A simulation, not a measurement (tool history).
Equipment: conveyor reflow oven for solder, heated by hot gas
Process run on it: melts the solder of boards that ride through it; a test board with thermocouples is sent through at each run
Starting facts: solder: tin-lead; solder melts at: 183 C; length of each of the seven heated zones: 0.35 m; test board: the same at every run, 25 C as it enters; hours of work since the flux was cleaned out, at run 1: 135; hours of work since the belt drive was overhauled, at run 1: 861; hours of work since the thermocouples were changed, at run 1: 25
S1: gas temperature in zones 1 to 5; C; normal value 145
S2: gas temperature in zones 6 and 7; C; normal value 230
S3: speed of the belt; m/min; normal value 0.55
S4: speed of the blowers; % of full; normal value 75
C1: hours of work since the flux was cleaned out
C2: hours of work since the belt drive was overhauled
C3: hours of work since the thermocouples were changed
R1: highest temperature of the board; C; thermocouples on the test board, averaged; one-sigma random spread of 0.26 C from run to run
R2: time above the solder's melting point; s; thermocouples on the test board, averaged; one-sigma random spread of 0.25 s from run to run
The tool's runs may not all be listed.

run	hour	S1	S2	S3	S4	C1	C2	C3	R1	R2
1	0	145	230	0.55	75	135	861	25	212.8	55.5
2	30.5	145	230	0.588	75	159	884	48	210.6	50
3	73.5	145	230	0.588	75	192	918	82	210	49.5
4	122.1	145	230	0.588	75	230	956	119	209.9	49.2
5	159.5	145	230	0.55	60	259	985	148	206.7	48.8
6	202.1	145	230	0.55	75	292	1018	181	212.2	54.8
7	256	145	230	0.55	75	334	1059	223	211.8	54.9
# hour 301.7: flux residue cleaned out of gas plates and filters
8	314.7	145	230	0.55	75	10	1101	265	213.2	56.1
# hour 343.7: belt drive overhauled, speed set with a stopwatch
9	343.7	145	230	0.55	75	29	0	284	212.3	55.4
10	395.7	145	230	0.55	75	70	40	325	212.5	55.4
11	438.7	141	230	0.483	53	103	74	358	207.9	55.1
12	489.8	149	237	0.483	53	143	113	398	215.5	66.8
13	543.5	149	237	0.539	70	184	155	439	217.6	61.9
14	589	149	237	0.539	70	220	190	475	217.4	62.2
15	624.7	147	237	0.623	70	248	218	502	211.7	47.6
16	652.1	147	237	0.623	55	269	239	524	204.8	39.4
17	694.5	156	230	0.55	69	302	272	557	211.9	59.6

What would each run have given without the hidden state, its run-to-run variation left as it was?
Unlogged tool condition in this case: heat that the gas passes to the board, % of a clean oven's; belt's true speed, % of the reading; true gas temperature in zones 6 and 7 over the reading, C; drift of the gauge itself on peak_c, C; drift of the gauge itself on liquid_s, %.
run	R1	R2
1	213.2	55.5
2	211.1	50.3
3	210.8	50
4	210.9	50
5	207.6	49.7
6	213.5	55.8
7	213.3	56.1
8	213.3	55.6
9	212.8	55.9
10	213.2	56.1
11	208.7	56.1
12	216.5	67.7
13	218.9	62.9
14	218.9	63.5
15	213.5	49.3
16	206.6	41.5
17	213.7	61.4
